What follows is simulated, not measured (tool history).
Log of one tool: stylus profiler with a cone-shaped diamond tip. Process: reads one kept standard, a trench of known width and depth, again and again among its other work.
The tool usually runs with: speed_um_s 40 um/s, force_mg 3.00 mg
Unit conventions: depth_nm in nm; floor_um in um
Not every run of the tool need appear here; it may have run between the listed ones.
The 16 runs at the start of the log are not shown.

run,hour,speed_um_s,force_mg,depth_nm,floor_um
17,170.9,23,3.00,102.04,48.66
18,184.9,23,3.00,101.95,48.66
19,196.4,23,3.00,101.98,48.63
20,206.7,28,4.35,102.52,48.66
21,217.3,14,8.28,103.95,48.68
22,229.1,32,6.95,103.53,48.60
23,239.8,21,4.09,102.44,48.68
24,250.5,21,4.09,102.47,48.63
25,256.5,30,1.07,100.98,48.49
26,262.7,63,2.20,101.59,48.36
27,271.7,63,2.20,101.61,48.34
28,285.2,63,2.20,101.62,48.38
29,292.8,63,2.20,101.59,48.37

Estimate the outcome of run 30 from the log above:
30,307.4,46,1.36,?,?

Run 30 gave depth_nm 101.17 nm, floor_um 48.42 um.
Were there no unlogged condition in the tool, this run, its random variation unchanged, would have produced depth_nm 101.17 nm, floor_um 48.42 um.
